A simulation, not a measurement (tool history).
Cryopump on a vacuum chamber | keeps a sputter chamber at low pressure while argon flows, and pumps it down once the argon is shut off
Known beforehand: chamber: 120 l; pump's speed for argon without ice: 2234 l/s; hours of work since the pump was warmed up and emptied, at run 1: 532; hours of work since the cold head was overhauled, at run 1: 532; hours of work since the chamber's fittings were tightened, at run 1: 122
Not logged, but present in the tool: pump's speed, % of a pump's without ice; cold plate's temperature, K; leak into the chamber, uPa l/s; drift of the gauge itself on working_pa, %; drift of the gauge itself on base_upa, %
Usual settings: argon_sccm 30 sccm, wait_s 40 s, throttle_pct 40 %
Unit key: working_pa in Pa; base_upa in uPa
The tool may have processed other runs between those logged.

| run | hour | argon_sccm | wait_s | throttle_pct | hours of work since the pump was warmed up and emptied | hours of work since the cold head was overhauled | hours of work since the chamber's fittings were tightened | working_pa | base_upa |
|---|---|---|---|---|---|---|---|---|---|
| 1 | 0.0 | 30 | 40 | 40 | 532 | 532 | 122 | 0.0617 | 0.57 |
| 2 | 29.0 | 30 | 40 | 40 | 549 | 549 | 139 | 0.0611 | 0.55 |
| 3 | 64.3 | 30 | 40 | 40 | 569 | 569 | 159 | 0.0611 | 0.60 |
| 4 | 93.9 | 15 | 40 | 40 | 586 | 586 | 177 | 0.0302 | 0.60 |
| 5 | 127.2 | 15 | 40 | 40 | 606 | 606 | 196 | 0.0305 | 0.57 |
| 6 | 147.5 | 15 | 40 | 40 | 617 | 617 | 207 | 0.0303 | 0.60 |
| 7 | 173.7 | 35 | 33 | 16 | 632 | 632 | 223 | 0.1716 | 0.71 |
| 8 | 206.3 | 35 | 33 | 16 | 651 | 651 | 241 | 0.1720 | 0.70 |
| 9 | 230.9 | 18 | 40 | 40 | 665 | 665 | 256 | 0.0374 | 0.62 |
| 10 | 263.3 | 29 | 26 | 40 | 684 | 684 | 274 | 0.0606 | 0.80 |
| 11 | 286.9 | 29 | 81 | 40 | 698 | 698 | 288 | 0.0615 | 0.51 |

Consider 3 possible next runs. They are alternatives, not a sequence: every one starts from the tool as it was left by run 11. What does each give?
| A | 317.9 | 30 | 26 | 40 | 716 | 716 | 306 | ? | ? |
| B | 317.9 | 29 | 81 | 18 | 716 | 716 | 306 | ? | ? |
| C | 317.9 | 29 | 81 | 52 | 716 | 716 | 306 | ? | ? |

| run | working_pa | base_upa |
|---|---|---|
| A | 0.0631 | 0.83 |
| B | 0.1277 | 0.52 |
| C | 0.0485 | 0.50 |
With the hidden condition removed and each run's random variation left untouched, the same runs would have given:
| run | working_pa | base_upa |
|---|---|---|
| A | 0.0572 | 0.65 |
| B | 0.1220 | 0.34 |
| C | 0.0427 | 0.32 |
